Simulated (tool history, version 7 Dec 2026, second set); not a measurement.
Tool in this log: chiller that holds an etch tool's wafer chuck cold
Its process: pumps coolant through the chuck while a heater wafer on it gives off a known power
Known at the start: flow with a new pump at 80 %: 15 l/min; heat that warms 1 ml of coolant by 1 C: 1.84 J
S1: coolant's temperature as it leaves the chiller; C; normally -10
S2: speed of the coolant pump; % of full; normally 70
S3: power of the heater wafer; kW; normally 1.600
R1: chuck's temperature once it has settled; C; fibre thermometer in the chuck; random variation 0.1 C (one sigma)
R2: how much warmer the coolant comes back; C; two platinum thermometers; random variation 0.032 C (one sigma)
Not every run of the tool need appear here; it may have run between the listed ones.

run 1 day=0.000 | S1=-10 S2=70 S3=1.600 | R1=3.9 R2=3.99
run 2 day=0.667 | S1=-10 S2=70 S3=1.600 | R1=4.1 R2=4.02
run 3 day=1.446 | S1=-10 S2=70 S3=1.600 | R1=4.0 R2=4.10
run 4 day=2.842 | S1=-10 S2=70 S3=1.600 | R1=3.9 R2=4.02
run 5 day=3.592 | S1=-10 S2=70 S3=1.600 | R1=3.9 R2=4.06
run 6 day=4.975 | S1=-10 S2=70 S3=1.600 | R1=3.9 R2=4.07
run 7 day=6.458 | S1=-10 S2=70 S3=1.600 | R1=4.0 R2=4.04
run 8 day=7.292 | S1=-10 S2=70 S3=1.999 | R1=7.4 R2=5.11
run 9 day=8.217 | S1=-10 S2=70 S3=1.999 | R1=7.5 R2=5.10
run 10 day=9.325 | S1=-10 S2=70 S3=1.600 | R1=4.0 R2=4.04
run 11 day=10.562 | S1=-10 S2=70 S3=1.600 | R1=4.0 R2=4.13
run 12 day=11.321 | S1=-10 S2=70 S3=1.600 | R1=4.0 R2=4.08
run 13 day=12.812 | S1=-10 S2=81 S3=1.600 | R1=2.3 R2=3.51
run 14 day=13.617 | S1=-10 S2=81 S3=1.600 | R1=2.5 R2=3.54
run 15 day=15.004 | S1=-10 S2=100 S3=1.600 | R1=0.9 R2=2.80
run 16 day=16.075 | S1=-3 S2=70 S3=1.600 | R1=10.9 R2=4.08
run 17 day=17.296 | S1=-3 S2=70 S3=1.600 | R1=10.9 R2=4.09
run 18 day=18.042 | S1=-3 S2=70 S3=1.600 | R1=10.9 R2=4.15
run 19 day=19.225 | S1=-13 S2=83 S3=1.600 | R1=-0.6 R2=3.50
run 20 day=20.121 | S1=-13 S2=83 S3=1.600 | R1=-0.6 R2=3.48
run 21 day=21.629 | S1=-13 S2=77 S3=1.600 | R1=0.1 R2=3.68
run 22 day=23.050 | S1=-13 S2=77 S3=1.600 | R1=0.2 R2=3.79
run 23 day=24.588 | S1=-13 S2=89 S3=1.600 | R1=-1.3 R2=3.22
run 24 day=25.996 | S1=-13 S2=89 S3=1.600 | R1=-1.3 R2=3.23
run 25 day=27.267 | S1=-13 S2=89 S3=1.600 | R1=-1.3 R2=3.25
-- day=28.679 gauge calibrated
run 26 day=28.812 | S1=-13 S2=89 S3=1.600 | R1=-1.2 R2=3.05
run 27 day=30.417 | S1=-10 S2=78 S3=1.778 | R1=4.3 R2=4.03
run 28 day=31.871 | S1=-10 S2=78 S3=1.778 | R1=4.3 R2=3.97
run 29 day=32.583 | S1=-10 S2=78 S3=1.778 | R1=4.2 R2=4.04
run 30 day=33.242 | S1=-10 S2=78 S3=1.778 | R1=4.3 R2=4.02
run 31 day=34.704 | S1=-13 S2=65 S3=1.755 | R1=2.9 R2=4.84

Run 32 is up next; what results do you expect?
run 32 day=36.025 | S1=-1 S2=77 S3=1.060 | R1=? R2=?

R1: 7.7 C
R2: 2.42 C
Were there no unlogged condition in the tool, this run, its random variation unchanged, would have produced R1 7.7 C, R2 2.38 C.
